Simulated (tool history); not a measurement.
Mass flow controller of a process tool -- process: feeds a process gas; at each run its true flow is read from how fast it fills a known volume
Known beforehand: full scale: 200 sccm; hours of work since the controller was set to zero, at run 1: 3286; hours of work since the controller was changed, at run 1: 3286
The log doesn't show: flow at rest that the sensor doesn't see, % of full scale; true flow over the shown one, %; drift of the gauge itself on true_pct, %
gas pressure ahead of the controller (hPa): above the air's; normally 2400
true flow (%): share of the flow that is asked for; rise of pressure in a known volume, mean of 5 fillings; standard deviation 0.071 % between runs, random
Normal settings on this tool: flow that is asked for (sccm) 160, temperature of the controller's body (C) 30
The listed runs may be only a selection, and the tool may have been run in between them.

run	hour	flow that is asked for (sccm)	gas pressure ahead of the controller (hPa)	temperature of the controller's body (C)	hours of work since the controller was set to zero	hours of work since the controller was changed	true flow (%)
1	0	160	2400	30	3286	3286	101.57
2	224.2	160	2400	30	3439	3439	101.57
3	556.7	160	2400	30	3666	3666	101.7
4	965.8	160	1940	30	3946	3946	101.71
5	1178.1	160	1940	30	4091	4091	101.85
6	1544	160	2400	31	4341	4341	101.95
7	1824.5	160	1810	30	4533	4533	101.76
8	2177.4	90	2400	30	4774	4774	102.11
9	2657.6	90	2400	24	5103	5103	101.9
10	2884.5	20	1500	30	5258	5258	103.95
11	3370	20	1500	30	5590	5590	104.27

Alternative continuations, all from the tool just after run 11; predict every row:
A	3824.9	23	2350	24	5901	5901	?
B	3824.9	66	1500	39	5901	5901	?
C	3824.9	72	2300	20	5901	5901	?
D	3824.9	47	1610	30	5901	5901	?

run	true flow (%)
A	103.91
B	103.13
C	102.14
D	102.94
Without the tool's unlogged condition, the same runs would have read:
run	true flow (%)
A	99.41
B	100.31
C	99.39
D	99.76
